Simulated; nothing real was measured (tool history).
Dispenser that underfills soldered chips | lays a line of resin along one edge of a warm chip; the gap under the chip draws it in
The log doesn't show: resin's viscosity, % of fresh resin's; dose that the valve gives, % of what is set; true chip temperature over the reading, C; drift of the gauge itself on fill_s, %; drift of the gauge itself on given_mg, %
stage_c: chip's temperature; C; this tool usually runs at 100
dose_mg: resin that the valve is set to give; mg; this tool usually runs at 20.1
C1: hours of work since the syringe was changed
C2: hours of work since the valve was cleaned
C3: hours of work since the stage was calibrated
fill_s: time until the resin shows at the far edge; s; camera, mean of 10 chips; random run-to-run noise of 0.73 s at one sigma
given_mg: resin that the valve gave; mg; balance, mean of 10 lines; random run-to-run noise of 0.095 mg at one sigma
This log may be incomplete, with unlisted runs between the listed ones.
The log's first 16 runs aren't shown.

{"day": 3.938, "done": "new syringe of resin"}
{"run": 17, "day": 4.029, "stage_c": 100, "dose_mg": 20, "C1": 2, "C2": 106, "C3": 133, "fill_s": 75.3, "given_mg": 17.86}
{"day": 4.325, "done": "new syringe of resin"}
{"run": 18, "day": 4.338, "stage_c": 100, "dose_mg": 20, "C1": 0, "C2": 112, "C3": 139, "fill_s": 68.7, "given_mg": 17.78}
{"run": 19, "day": 4.579, "stage_c": 99, "dose_mg": 23.9, "C1": 5, "C2": 117, "C3": 143, "fill_s": 86.2, "given_mg": 21.06}
{"day": 4.721, "done": "new syringe of resin"}
{"run": 20, "day": 4.871, "stage_c": 110, "dose_mg": 19.7, "C1": 3, "C2": 122, "C3": 149, "fill_s": 60.5, "given_mg": 17.43}
{"day": 5.112, "done": "new syringe of resin"}
{"run": 21, "day": 5.179, "stage_c": 86, "dose_mg": 20, "C1": 1, "C2": 128, "C3": 154, "fill_s": 105.6, "given_mg": 17.59}
{"day": 5.496, "done": "new syringe of resin"}
{"run": 22, "day": 5.542, "stage_c": 89, "dose_mg": 22.5, "C1": 1, "C2": 134, "C3": 161, "fill_s": 93, "given_mg": 19.46}
{"run": 23, "day": 5.704, "stage_c": 87, "dose_mg": 17.2, "C1": 4, "C2": 137, "C3": 164, "fill_s": 121.5, "given_mg": 14.79}
{"day": 5.896, "done": "dispensing valve cleaned and set on the balance"}
{"day": 5.933, "done": "new syringe of resin"}
{"run": 24, "day": 6.112, "stage_c": 115, "dose_mg": 17.3, "C1": 3, "C2": 4, "C3": 171, "fill_s": 53.5, "given_mg": 17.2}
{"day": 6.312, "done": "new syringe of resin"}
{"run": 25, "day": 6.4, "stage_c": 107, "dose_mg": 17.1, "C1": 2, "C2": 9, "C3": 176, "fill_s": 61.9, "given_mg": 16.97}
{"run": 26, "day": 6.654, "stage_c": 100, "dose_mg": 22.4, "C1": 7, "C2": 14, "C3": 181, "fill_s": 92.3, "given_mg": 22.1}
{"day": 6.688, "done": "new syringe of resin"}
{"run": 27, "day": 7.0, "stage_c": 95, "dose_mg": 22.4, "C1": 6, "C2": 20, "C3": 187, "fill_s": 101.9, "given_mg": 21.88}
{"day": 7.083, "done": "new syringe of resin"}
{"run": 28, "day": 7.329, "stage_c": 95, "dose_mg": 22.4, "C1": 5, "C2": 26, "C3": 193, "fill_s": 95.9, "given_mg": 21.72}
{"day": 7.467, "done": "new syringe of resin"}
{"run": 29, "day": 7.588, "stage_c": 95, "dose_mg": 22.4, "C1": 2, "C2": 31, "C3": 198, "fill_s": 84.5, "given_mg": 21.8}
{"run": 30, "day": 7.829, "stage_c": 110, "dose_mg": 17.5, "C1": 7, "C2": 36, "C3": 203, "fill_s": 72.4, "given_mg": 16.8}
{"day": 7.854, "done": "new syringe of resin"}
{"run": 31, "day": 8.004, "stage_c": 110, "dose_mg": 17.5, "C1": 3, "C2": 39, "C3": 206, "fill_s": 59.1, "given_mg": 16.76}
{"day": 8.238, "done": "new syringe of resin"}
{"run": 32, "day": 8.362, "stage_c": 110, "dose_mg": 17.5, "C1": 2, "C2": 45, "C3": 212, "fill_s": 59, "given_mg": 16.67}
{"day": 8.625, "done": "new syringe of resin"}
{"run": 33, "day": 8.633, "stage_c": 104, "dose_mg": 24.8, "C1": 0, "C2": 50, "C3": 217, "fill_s": 57, "given_mg": 23.72}
{"run": 34, "day": 8.888, "stage_c": 105, "dose_mg": 19.8, "C1": 5, "C2": 55, "C3": 222, "fill_s": 72.8, "given_mg": 18.75}

Forecast each of these 3 alternatives for the next run:
{"day": 9.008, "done": "new syringe of resin"}
{"run": "A", "day": 9.104, "stage_c": 88, "dose_mg": 17.9, "C1": 2, "C2": 59, "C3": 226, "fill_s": "?", "given_mg": "?"}
{"day": 9.008, "done": "new syringe of resin"}
{"run": "B", "day": 9.104, "stage_c": 100, "dose_mg": 20.9, "C1": 2, "C2": 59, "C3": 226, "fill_s": "?", "given_mg": "?"}
{"day": 9.008, "done": "new syringe of resin"}
{"run": "C", "day": 9.104, "stage_c": 114, "dose_mg": 21.7, "C1": 2, "C2": 59, "C3": 226, "fill_s": "?", "given_mg": "?"}

run=A fill_s=100.8 given_mg=16.91
run=B fill_s=73 given_mg=19.73
run=C fill_s=49.8 given_mg=20.52
Without the tool's unlogged condition, the same runs would have read:
run=A fill_s=92.4 given_mg=17.89
run=B fill_s=67.3 given_mg=20.87
run=C fill_s=45.9 given_mg=21.72

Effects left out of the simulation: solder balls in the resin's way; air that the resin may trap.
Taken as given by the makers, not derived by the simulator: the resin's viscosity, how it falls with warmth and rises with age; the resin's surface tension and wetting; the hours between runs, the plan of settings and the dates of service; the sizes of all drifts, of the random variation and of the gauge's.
